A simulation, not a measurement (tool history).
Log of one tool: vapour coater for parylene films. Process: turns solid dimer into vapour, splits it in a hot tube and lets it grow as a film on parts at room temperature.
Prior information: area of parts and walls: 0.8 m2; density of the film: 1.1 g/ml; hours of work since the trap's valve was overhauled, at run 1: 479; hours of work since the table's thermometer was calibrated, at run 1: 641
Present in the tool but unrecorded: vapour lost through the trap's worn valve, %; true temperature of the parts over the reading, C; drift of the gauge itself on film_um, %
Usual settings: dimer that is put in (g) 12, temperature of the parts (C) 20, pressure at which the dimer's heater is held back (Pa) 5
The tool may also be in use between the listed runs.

| run | hour | dimer that is put in (g) | temperature of the parts (C) | pressure at which the dimer's heater is held back (Pa) | hours of work since the trap's valve was overhauled | hours of work since the table's thermometer was calibrated | thickness of the film (um) |
|---|---|---|---|---|---|---|---|
| 1 | 0 | 12 | 20 | 5 | 479 | 641 | 7.82 |
| 2 | 27.3 | 12 | 20 | 5 | 497 | 660 | 7.8 |
| 3 | 40.8 | 12 | 20 | 5 | 507 | 669 | 7.78 |
| 4 | 59.4 | 12 | 20 | 10.3 | 519 | 682 | 7.34 |
| 5 | 81 | 12 | 20 | 2.39 | 534 | 697 | 8.23 |
| 6 | 105.4 | 12 | 20 | 2.39 | 551 | 714 | 8.13 |
|  | 128.3 | trap's valve overhauled |
| 7 | 136.4 | 12 | 20 | 5 | 6 | 732 | 8.1 |
| 8 | 154.3 | 12 | 20 | 8.2 | 18 | 745 | 7.86 |
| 9 | 174.2 | 12 | 20 | 4.36 | 32 | 758 | 8.25 |
| 10 | 189.2 | 12 | 20 | 4.36 | 42 | 769 | 8.07 |
| 11 | 215.9 | 12 | 19 | 4.36 | 60 | 787 | 8.34 |
| 12 | 242.6 | 12 | 12 | 4.36 | 79 | 805 | 9.3 |
| 13 | 256.5 | 12 | 12 | 4.36 | 88 | 815 | 9.23 |
| 14 | 281.9 | 12 | 12 | 4.36 | 106 | 832 | 9.16 |
| 15 | 298.3 | 12 | 12 | 4.36 | 117 | 844 | 9.24 |
| 16 | 322.6 | 12 | 16 | 5 | 134 | 860 | 8.62 |
| 17 | 345.2 | 12 | 20 | 5 | 149 | 876 | 8.12 |
| 18 | 362.9 | 12 | 29 | 5 | 161 | 888 | 6.82 |
| 19 | 382.3 | 20 | 20 | 5 | 175 | 902 | 13.56 |
| 20 | 401.2 | 6 | 20 | 5 | 188 | 915 | 4.01 |
| 21 | 418.2 | 6 | 20 | 5 | 199 | 926 | 3.87 |
| 22 | 445.4 | 12 | 13 | 5 | 218 | 945 | 9.01 |
| 23 | 458.4 | 12 | 20 | 5.18 | 227 | 954 | 7.96 |
| 24 | 475.3 | 12 | 20 | 5.18 | 239 | 966 | 7.92 |
| 25 | 497.6 | 12 | 20 | 5.18 | 254 | 981 | 7.98 |
| 26 | 514.7 | 12 | 23 | 10.72 | 266 | 993 | 7.06 |
| 27 | 541.5 | 12 | 23 | 7.84 | 284 | 1011 | 7.31 |
| 28 | 561 | 6 | 20 | 4.96 | 298 | 1024 | 3.98 |
| 29 | 578.2 | 6 | 20 | 4.96 | 309 | 1036 | 3.96 |
| 30 | 601.9 | 12 | 29 | 5 | 326 | 1053 | 6.81 |
| 31 | 617.6 | 12 | 29 | 5 | 337 | 1063 | 6.88 |
| 32 | 633.2 | 12 | 29 | 5 | 347 | 1074 | 6.86 |
| 33 | 658 | 10 | 14 | 5.41 | 364 | 1091 | 7.19 |
| 34 | 680.7 | 5 | 16 | 5 | 380 | 1107 | 3.53 |
| 35 | 702.4 | 12 | 20 | 2.16 | 395 | 1122 | 8.3 |
| 36 | 718.1 | 20 | 20 | 4.31 | 406 | 1133 | 13.22 |
| 37 | 744 | 12 | 16 | 5.09 | 424 | 1150 | 8.26 |

Entry by entry between the runs, the difference in hidden state between the last listed run before and the first listed run after:
From run 6 to run 7: trap's valve overhauled (hour 128.3)
  vapour lost through the trap's worn valve, %: 5.2 -> 0.3; true temperature of the parts over the reading, C: 0.41 -> 0.42
  measured less the result without the state, thickness of the film (um): -0.51 -> -0.08
